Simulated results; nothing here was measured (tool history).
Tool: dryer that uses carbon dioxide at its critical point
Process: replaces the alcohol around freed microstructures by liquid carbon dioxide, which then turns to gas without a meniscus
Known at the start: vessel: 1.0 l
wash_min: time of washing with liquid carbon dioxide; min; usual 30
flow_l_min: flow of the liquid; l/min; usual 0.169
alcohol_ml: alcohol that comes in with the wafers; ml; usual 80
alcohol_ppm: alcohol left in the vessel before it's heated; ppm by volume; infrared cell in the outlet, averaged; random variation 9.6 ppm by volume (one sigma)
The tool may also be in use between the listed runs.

| run | hour | wash_min | flow_l_min | alcohol_ml | alcohol_ppm |
|---|---|---|---|---|---|
| 1 | 0 | 30 | 0.169 | 80 | 759 |
| 2 | 41 | 30 | 0.169 | 80 | 823 |
| 3 | 72.3 | 30 | 0.169 | 80 | 836 |
| 4 | 111.4 | 30 | 0.141 | 80 | 1708 |
| 5 | 164 | 30 | 0.141 | 80 | 1753 |
| 6 | 218 | 30 | 0.169 | 53 | 671 |
| 7 | 265.4 | 30 | 0.169 | 53 | 680 |
| 8 | 323.4 | 30 | 0.169 | 53 | 704 |
| 9 | 350.1 | 30 | 0.169 | 53 | 707 |
| 10 | 402.8 | 19 | 0.114 | 53 | 7935 |
| 11 | 441.2 | 19 | 0.125 | 76 | 9733 |
|  | 478.6 | purifier's bed changed |
| 12 | 502.4 | 19 | 0.125 | 76 | 9322 |
| 13 | 558.1 | 47 | 0.281 | 80 | 11 |
| 14 | 588.8 | 47 | 0.281 | 85 | 13 |
| 15 | 620.8 | 23 | 0.238 | 85 | 794 |

4 ways to go on from here, each from the tool as it stands after run 15. What would each give?
| A | 675 | 18 | 0.207 | 109 | ? |
| B | 675 | 19 | 0.238 | 85 | ? |
| C | 675 | 30 | 0.281 | 80 | ? |
| D | 675 | 45 | 0.238 | 21 | ? |

| run | alcohol_ppm |
|---|---|
| A | 4749 |
| B | 1844 |
| C | 85 |
| D | 33 |
Without the tool's hidden state the same runs would have given:
| run | alcohol_ppm |
|---|---|
| A | 2870 |
| B | 996 |
| C | 24 |
| D | 13 |
